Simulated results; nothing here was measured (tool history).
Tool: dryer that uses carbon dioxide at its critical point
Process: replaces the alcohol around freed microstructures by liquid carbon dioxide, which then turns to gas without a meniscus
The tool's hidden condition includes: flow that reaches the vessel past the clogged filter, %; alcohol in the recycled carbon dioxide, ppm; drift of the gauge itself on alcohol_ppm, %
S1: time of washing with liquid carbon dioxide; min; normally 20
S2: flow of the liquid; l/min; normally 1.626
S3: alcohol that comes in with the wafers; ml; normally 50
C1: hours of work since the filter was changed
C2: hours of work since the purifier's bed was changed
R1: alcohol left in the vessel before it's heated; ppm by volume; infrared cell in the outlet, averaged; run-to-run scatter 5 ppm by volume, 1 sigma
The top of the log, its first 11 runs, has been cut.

{"run": 12, "day": 4.996, "S1": 20, "S2": 1.626, "S3": 50, "C1": 37, "C2": 472, "R1": 127}
{"run": 13, "day": 5.404, "S1": 20, "S2": 1.626, "S3": 50, "C1": 45, "C2": 480, "R1": 133}
{"run": 14, "day": 6.033, "S1": 25, "S2": 1.626, "S3": 50, "C1": 57, "C2": 492, "R1": 133}
{"run": 15, "day": 6.612, "S1": 20, "S2": 1.626, "S3": 53, "C1": 68, "C2": 503, "R1": 138}
{"run": 16, "day": 7.125, "S1": 20, "S2": 1.626, "S3": 53, "C1": 78, "C2": 513, "R1": 138}
{"run": 17, "day": 7.738, "S1": 20, "S2": 1.626, "S3": 53, "C1": 89, "C2": 524, "R1": 144}
{"run": 18, "day": 8.312, "S1": 12, "S2": 1.53, "S3": 31, "C1": 100, "C2": 535, "R1": 286}
{"run": 19, "day": 8.738, "S1": 12, "S2": 1.53, "S3": 31, "C1": 108, "C2": 543, "R1": 299}
{"run": 20, "day": 9.179, "S1": 27, "S2": 1.626, "S3": 21, "C1": 116, "C2": 551, "R1": 140}
{"run": 21, "day": 9.629, "S1": 29, "S2": 1.626, "S3": 25, "C1": 125, "C2": 560, "R1": 155}
{"run": 22, "day": 10.129, "S1": 28, "S2": 1.626, "S3": 26, "C1": 134, "C2": 569, "R1": 146}
{"run": 23, "day": 10.417, "S1": 18, "S2": 1.76, "S3": 26, "C1": 140, "C2": 575, "R1": 164}
{"run": 24, "day": 11.0, "S1": 18, "S2": 1.76, "S3": 26, "C1": 151, "C2": 586, "R1": 164}
{"day": 11.346, "done": "inlet filter changed"}
{"run": 25, "day": 11.367, "S1": 29, "S2": 1.26, "S3": 47, "C1": 0, "C2": 592, "R1": 154}
{"run": 26, "day": 11.779, "S1": 29, "S2": 1.26, "S3": 47, "C1": 8, "C2": 600, "R1": 165}
{"run": 27, "day": 12.096, "S1": 29, "S2": 1.26, "S3": 47, "C1": 14, "C2": 606, "R1": 154}

Predict the results of run 28:
{"run": 28, "day": 12.55, "S1": 29, "S2": 1.26, "S3": 47, "C1": 23, "C2": 614, "R1": "?"}

R1: 169 ppm by volume
The same run, on a tool lacking any hidden state, would have yielded R1 13 ppm by volume.
